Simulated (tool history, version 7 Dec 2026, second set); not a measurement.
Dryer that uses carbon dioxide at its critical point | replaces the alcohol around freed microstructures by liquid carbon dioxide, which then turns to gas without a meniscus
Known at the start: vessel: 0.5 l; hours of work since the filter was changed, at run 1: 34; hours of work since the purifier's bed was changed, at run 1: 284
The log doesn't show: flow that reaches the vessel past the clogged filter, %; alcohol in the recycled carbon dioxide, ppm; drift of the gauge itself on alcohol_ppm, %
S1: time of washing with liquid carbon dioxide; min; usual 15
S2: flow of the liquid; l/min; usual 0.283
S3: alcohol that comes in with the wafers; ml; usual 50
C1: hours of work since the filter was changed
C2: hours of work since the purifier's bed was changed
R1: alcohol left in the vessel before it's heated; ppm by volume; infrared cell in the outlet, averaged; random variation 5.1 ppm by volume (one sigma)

Run 1, hour 0: usual settings; C1 34; C2 284. Result: R1 116 ppm by volume.
Run 2, hour 38.2: usual settings; C1 65; C2 314. Result: R1 114 ppm by volume.
Run 3, hour 65.9: usual settings; C1 87; C2 336. Result: R1 122 ppm by volume.
Run 4, hour 89.8: usual settings; C1 106; C2 355. Result: R1 130 ppm by volume.
Run 5, hour 117.4: usual settings; C1 128; C2 377. Result: R1 131 ppm by volume.
Run 6, hour 138.4: usual settings; C1 145; C2 394. Result: R1 131 ppm by volume.
Run 7, hour 178.2: usual settings but S3 52 ml; C1 176; C2 425. Result: R1 139 ppm by volume.
Run 8, hour 206.9: usual settings but S3 52 ml; C1 199; C2 448. Result: R1 158 ppm by volume.
Run 9, hour 225.2: usual settings but S3 54 ml; C1 214; C2 463. Result: R1 169 ppm by volume.
Run 10, hour 252.7: usual settings but S3 54 ml; C1 235; C2 485. Result: R1 171 ppm by volume.
Run 11, hour 280.7: usual settings but S3 52 ml; C1 258; C2 507. Result: R1 171 ppm by volume.
At hour 287.9: inlet filter changed.
Run 12, hour 305.8: usual settings but S3 52 ml; C1 14; C2 526. Result: R1 127 ppm by volume.
Run 13, hour 343.8: usual settings but S3 52 ml; C1 44; C2 556. Result: R1 135 ppm by volume.
Run 14, hour 365.8: usual settings but S3 52 ml; C1 62; C2 574. Result: R1 144 ppm by volume.
Run 15, hour 397.1: usual settings but S3 52 ml; C1 87; C2 599. Result: R1 147 ppm by volume.
Run 16, hour 433: usual settings; C1 115; C2 627. Result: R1 150 ppm by volume.
Run 17, hour 453.1: usual settings; C1 131; C2 643. Result: R1 159 ppm by volume.
Run 18, hour 492.6: usual settings but S1 12 min, S2 0.257 l/min; C1 163; C2 675. Result: R1 748 ppm by volume.
Run 19, hour 521.5: usual settings but S1 12 min, S2 0.257 l/min; C1 186; C2 698. Result: R1 780 ppm by volume.
Run 20, hour 544.5: usual settings but S2 0.427 l/min, S3 41 ml; C1 204; C2 716. Result: R1 63 ppm by volume.
Run 21, hour 564.2: usual settings but S1 18 min, S2 0.229 l/min, S3 41 ml; C1 220; C2 732. Result: R1 180 ppm by volume.
Run 22, hour 588.7: usual settings but S2 0.259 l/min, S3 27 ml; C1 239; C2 751. Result: R1 183 ppm by volume.
At hour 620.3: inlet filter changed.
Run 23, hour 629.3: usual settings but S2 0.259 l/min, S3 27 ml; C1 7; C2 783. Result: R1 147 ppm by volume.
Run 24, hour 646.1: usual settings but S1 23 min, S2 0.258 l/min, S3 27 ml; C1 21; C2 796. Result: R1 67 ppm by volume.
Run 25, hour 685.8: usual settings but S1 23 min, S2 0.378 l/min; C1 52; C2 828. Result: R1 75 ppm by volume.
Run 26, hour 719.6: usual settings but S1 23 min, S2 0.378 l/min; C1 79; C2 855. Result: R1 77 ppm by volume.
Run 27, hour 759.5: usual settings but S1 12 min, S2 0.378 l/min, S3 58 ml; C1 111; C2 887. Result: R1 148 ppm by volume.
Run 28, hour 789.3: usual settings but S1 12 min, S2 0.306 l/min, S3 53 ml; C1 134; C2 910. Result: R1 350 ppm by volume.
Run 29, hour 808.9: usual settings but S3 43 ml; C1 150; C2 926. Result: R1 169 ppm by volume.
Run 30, hour 831.6: usual settings but S2 0.227 l/min, S3 94 ml; C1 168; C2 944. Result: R1 806 ppm by volume.
Run 31, hour 859.7: usual settings but S2 0.227 l/min, S3 94 ml; C1 191; C2 966. Result: R1 838 ppm by volume.
Run 32, hour 898.5: usual settings but S2 0.227 l/min, S3 94 ml; C1 221; C2 997. Result: R1 890 ppm by volume.
Run 33, hour 917.7: usual settings but S2 0.227 l/min, S3 94 ml; C1 237; C2 1012. Result: R1 915 ppm by volume.

Forecast each of these 3 alternatives for the next run:
At hour 951.1: inlet filter changed.
Run A, hour 952.6: usual settings but S2 0.295 l/min, S3 25 ml; C1 1; C2 1039. Result: R1 ?.
At hour 951.1: inlet filter changed.
Run B, hour 952.6: usual settings but S1 22 min, S2 0.216 l/min, S3 30 ml; C1 1; C2 1039. Result: R1 ?.
At hour 951.1: inlet filter changed.
Run C, hour 952.6: usual settings but S1 16 min, S3 41 ml; C1 1; C2 1039. Result: R1 ?.

run   R1
  A   96
  B   99
  C  122
Without the tool's hidden state the same runs would have given:
run  R1
  A  16
  B  19
  C  43
